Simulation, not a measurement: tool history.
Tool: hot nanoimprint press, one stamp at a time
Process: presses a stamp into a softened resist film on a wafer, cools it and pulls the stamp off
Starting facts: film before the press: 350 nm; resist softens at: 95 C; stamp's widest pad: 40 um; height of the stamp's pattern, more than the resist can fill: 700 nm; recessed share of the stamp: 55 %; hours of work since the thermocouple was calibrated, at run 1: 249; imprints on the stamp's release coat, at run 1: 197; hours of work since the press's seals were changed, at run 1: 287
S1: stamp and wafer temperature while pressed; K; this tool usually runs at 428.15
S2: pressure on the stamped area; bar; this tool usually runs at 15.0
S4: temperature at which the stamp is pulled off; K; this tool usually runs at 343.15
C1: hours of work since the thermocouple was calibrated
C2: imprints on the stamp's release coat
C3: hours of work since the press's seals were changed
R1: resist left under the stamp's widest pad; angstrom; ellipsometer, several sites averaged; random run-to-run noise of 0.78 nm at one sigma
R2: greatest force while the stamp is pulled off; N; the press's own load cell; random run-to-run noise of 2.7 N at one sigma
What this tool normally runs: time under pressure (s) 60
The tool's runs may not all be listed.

Run 1, hour 0.0: usual settings; C1 249; C2 197; C3 287. Result: R1 1332 angstrom, R2 213 N.
Run 2, hour 16.1: usual settings; C1 257; C2 238; C3 295. Result: R1 1318 angstrom, R2 211 N.
Run 3, hour 26.9: usual settings; C1 262; C2 265; C3 300. Result: R1 1335 angstrom, R2 214 N.
Run 4, hour 35.4: usual settings; C1 266; C2 286; C3 304. Result: R1 1331 angstrom, R2 214 N.
Run 5, hour 42.6: usual settings; C1 269; C2 304; C3 308. Result: R1 1343 angstrom, R2 215 N.
Run 6, hour 52.3: usual settings; C1 274; C2 329; C3 312. Result: R1 1332 angstrom, R2 211 N.
Run 7, hour 63.2: usual settings; C1 279; C2 356; C3 317. Result: R1 1325 angstrom, R2 215 N.
Run 8, hour 80.1: usual settings but S4 334.15 K; C1 287; C2 399; C3 325. Result: R1 1326 angstrom, R2 273 N.
Run 9, hour 90.6: usual settings but S4 334.15 K; C1 292; C2 425; C3 330. Result: R1 1328 angstrom, R2 266 N.
Run 10, hour 103.7: usual settings but S4 334.15 K; C1 298; C2 458; C3 337. Result: R1 1345 angstrom, R2 262 N.
Run 11, hour 117.1: usual settings but S2 16.3 bar, time under pressure (s) 78, S4 335.15 K; C1 305; C2 492; C3 343. Result: R1 1138 angstrom, R2 265 N.
Run 12, hour 128.1: usual settings but S2 16.3 bar, time under pressure (s) 82, S4 344.15 K; C1 310; C2 519; C3 348. Result: R1 1111 angstrom, R2 198 N.
Run 13, hour 138.1: usual settings but S2 16.3 bar, time under pressure (s) 82, S4 344.15 K; C1 315; C2 545; C3 353. Result: R1 1124 angstrom, R2 204 N.
At hour 156.4: plate thermocouple calibrated.
Run 14, hour 157.9: usual settings but S1 427.15 K, S2 12.8 bar, time under pressure (s) 82, S4 344.15 K; C1 1; C2 587; C3 361. Result: R1 1312 angstrom, R2 201 N.
At hour 165.9: stamp cleaned and given a new release coat.
Run 15, hour 178.1: usual settings but S1 431.15 K, S2 14.6 bar, time under pressure (s) 82, S4 351.15 K; C1 7; C2 31; C3 368. Result: R1 1060 angstrom, R2 168 N.
Run 16, hour 193.7: usual settings but S1 437.15 K, S2 9.6 bar, time under pressure (s) 49; C1 15; C2 70; C3 375. Result: R1 1322 angstrom, R2 211 N.
Run 17, hour 207.1: usual settings but S1 432.15 K, S2 9.6 bar, time under pressure (s) 49, S4 338.15 K; C1 21; C2 104; C3 381. Result: R1 1544 angstrom, R2 236 N.
Run 18, hour 220.3: usual settings but S1 432.15 K, S2 9.6 bar, time under pressure (s) 114, S4 338.15 K; C1 28; C2 137; C3 388. Result: R1 1109 angstrom, R2 239 N.
Run 19, hour 230.1: usual settings but S1 416.15 K, S2 10.6 bar, S4 332.15 K; C1 32; C2 162; C3 392. Result: R1 2330 angstrom, R2 275 N.
Run 20, hour 238.3: usual settings but S1 416.15 K, S2 10.0 bar, S4 348.15 K; C1 36; C2 182; C3 396. Result: R1 2381 angstrom, R2 180 N.

What differs in the tool's unlogged condition from the final listed run ahead of each entry between runs to the first listed run following it?
After run 13, before run 14: plate thermocouple calibrated (hour 156.4)
  true temperature over the reading, C: 0.08 -> 0.02
After run 14, before run 15: stamp cleaned and given a new release coat (hour 165.9)
  grip of the stamp's worn release coat, % over a new coat's: 0.7 -> 0
